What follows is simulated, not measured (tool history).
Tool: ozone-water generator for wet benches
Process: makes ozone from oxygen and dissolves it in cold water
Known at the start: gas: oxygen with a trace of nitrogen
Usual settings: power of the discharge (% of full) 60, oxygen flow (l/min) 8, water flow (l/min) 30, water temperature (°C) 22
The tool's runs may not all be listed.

| run | day | power of the discharge (% of full) | oxygen flow (l/min) | water flow (l/min) | water temperature (°C) | dissolved ozone (ppm) | ozone in the gas ahead of the water (g/m3) |
|---|---|---|---|---|---|---|---|
| 1 | 0 | 60 | 8 | 30 | 22 | 20.9 | 188.9 |
| 2 | 3.142 | 60 | 8 | 19 | 22 | 27.1 | 188.1 |
| 3 | 6.025 | 60 | 8 | 30 | 22 | 21 | 186.2 |
| 4 | 9.454 | 40 | 8 | 30 | 22 | 14.7 | 131.1 |
| 5 | 11.096 | 60 | 8 | 30 | 22 | 20.8 | 184.9 |
| 6 | 14.192 | 60 | 8 | 30 | 22 | 20.8 | 187.6 |
| 7 | 17.658 | 60 | 8 | 30 | 22 | 20.9 | 185.4 |
| 8 | 20.379 | 60 | 8 | 30 | 22 | 20.8 | 185.6 |
| 9 | 23.542 | 60 | 8 | 30 | 22 | 20.5 | 185.6 |
| 10 | 26.404 | 60 | 8 | 30 | 22 | 20.7 | 184.2 |
| 11 | 27.85 | 60 | 8 | 30 | 15 | 22.6 | 184.1 |
| 12 | 30.021 | 60 | 8 | 30 | 15 | 23 | 186.1 |
| 13 | 32.162 | 60 | 8 | 30 | 15 | 23 | 185.6 |
| 14 | 34.554 | 60 | 6.71 | 30 | 15 | 22.8 | 204.9 |
| 15 | 37.442 | 60 | 8 | 23 | 22 | 24.2 | 185.1 |
| 16 | 39.683 | 60 | 8 | 35 | 22 | 18.6 | 183.7 |
| 17 | 42.121 | 48 | 11.48 | 40 | 20 | 14.4 | 123.6 |
| 18 | 45.008 | 46 | 6.16 | 28 | 22 | 17.2 | 167.9 |
| 19 | 47.733 | 60 | 8 | 35 | 22 | 18.4 | 184 |
| 20 | 49.9 | 86 | 5.61 | 30 | 30 | 25 | 304.9 |
| 21 | 52.133 | 60 | 5.41 | 30 | 22 | 20.5 | 228.3 |

The next listed run, before its measurement:
| 22 | 54.929 | 60 | 4.42 | 29 | 20 | ? | ? |

For run 22 the tool returned dissolved ozone (ppm) 21.2, ozone in the gas ahead of the water (g/m3) 254.6.
The same run, on a tool lacking any hidden state, would have yielded dissolved ozone (ppm) 22.3, ozone in the gas ahead of the water (g/m3) 263.6.

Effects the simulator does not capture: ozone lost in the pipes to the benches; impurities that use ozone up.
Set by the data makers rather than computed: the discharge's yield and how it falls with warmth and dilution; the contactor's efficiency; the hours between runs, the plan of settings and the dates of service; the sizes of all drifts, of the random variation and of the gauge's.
